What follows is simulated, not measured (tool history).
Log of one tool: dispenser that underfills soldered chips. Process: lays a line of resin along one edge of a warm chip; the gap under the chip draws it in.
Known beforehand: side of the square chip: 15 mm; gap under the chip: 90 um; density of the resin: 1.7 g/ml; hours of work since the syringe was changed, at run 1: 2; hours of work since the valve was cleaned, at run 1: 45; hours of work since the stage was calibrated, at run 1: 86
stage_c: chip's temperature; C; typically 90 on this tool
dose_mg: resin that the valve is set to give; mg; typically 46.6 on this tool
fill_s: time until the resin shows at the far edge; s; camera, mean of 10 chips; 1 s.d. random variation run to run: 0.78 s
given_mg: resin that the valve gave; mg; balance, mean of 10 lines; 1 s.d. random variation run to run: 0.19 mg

run,hour,stage_c,dose_mg,hours of work since the syringe was changed,hours of work since the valve was cleaned,hours of work since the stage was calibrated,fill_s,given_mg
1,0,90,46.6,2,45,86,78,46.09
2,2.6,90,46.6,4,47,87,83.1,45.78
3,5.2,90,54.4,5,49,89,84.6,53.59
4,8.5,78,54.4,7,51,91,137.1,53.87
5,14,78,54.8,11,54,94,154.7,53.94
# hour 16.1: new syringe of resin
6,19,78,54.8,2,57,97,112.7,53.44
7,24.3,78,54.8,5,60,100,126.9,53.51
8,29,90,59.8,8,63,103,94.9,58.35
9,32.2,90,46.6,10,65,105,106.6,45.45
# hour 35.8: new syringe of resin
10,37.1,90,46.6,1,68,108,74.3,45.58
11,42.2,80,60.4,4,71,111,114.4,58.82
12,45.5,80,60.4,6,73,113,122.1,58.81
13,50.5,80,60.4,9,76,116,137,58.76
14,54,98,59,11,78,118,83.4,57.59
# hour 55.2: new syringe of resin
15,58.8,82,55.9,2,81,121,100,54.44
16,62.7,85,59.3,5,83,123,99.9,57.06
17,66,85,50.8,7,85,125,109.7,49.14
18,68.7,104,48.9,8,87,127,65.8,47.29
19,71.5,104,54.4,10,88,129,66.5,52.68
# hour 74.6: new syringe of resin
20,75.3,96,46.6,0,90,131,59.8,44.82

For each run, the measured value with the value that run would have given without the tool's hidden condition subtracted. The run-to-run variation is shared by both, the gauge scatter possibly not:
Hidden state present: resin's viscosity, % of fresh resin's; dose that the valve gives, % of what is set; true chip temperature over the reading, C; drift of the gauge itself on fill_s, %; drift of the gauge itself on given_mg, %.
run,fill_s,given_mg
1,+5.5,-0.72
2,+10.6,-0.74
3,+15.1,-0.91
4,+33.1,-0.95
5,+52,-1.03
6,+6.7,-1.09
7,+22,-1.16
8,+24.8,-1.33
9,+34.4,-1.07
10,+1.9,-1.13
11,+15.3,-1.54
12,+24.6,-1.59
13,+40.3,-1.66
14,+29.5,-1.68
15,+8.5,-1.65
16,+16.5,-1.79
17,+25.3,-1.59
18,+18.7,-1.56
19,+22,-1.78
20,-0.3,-1.56

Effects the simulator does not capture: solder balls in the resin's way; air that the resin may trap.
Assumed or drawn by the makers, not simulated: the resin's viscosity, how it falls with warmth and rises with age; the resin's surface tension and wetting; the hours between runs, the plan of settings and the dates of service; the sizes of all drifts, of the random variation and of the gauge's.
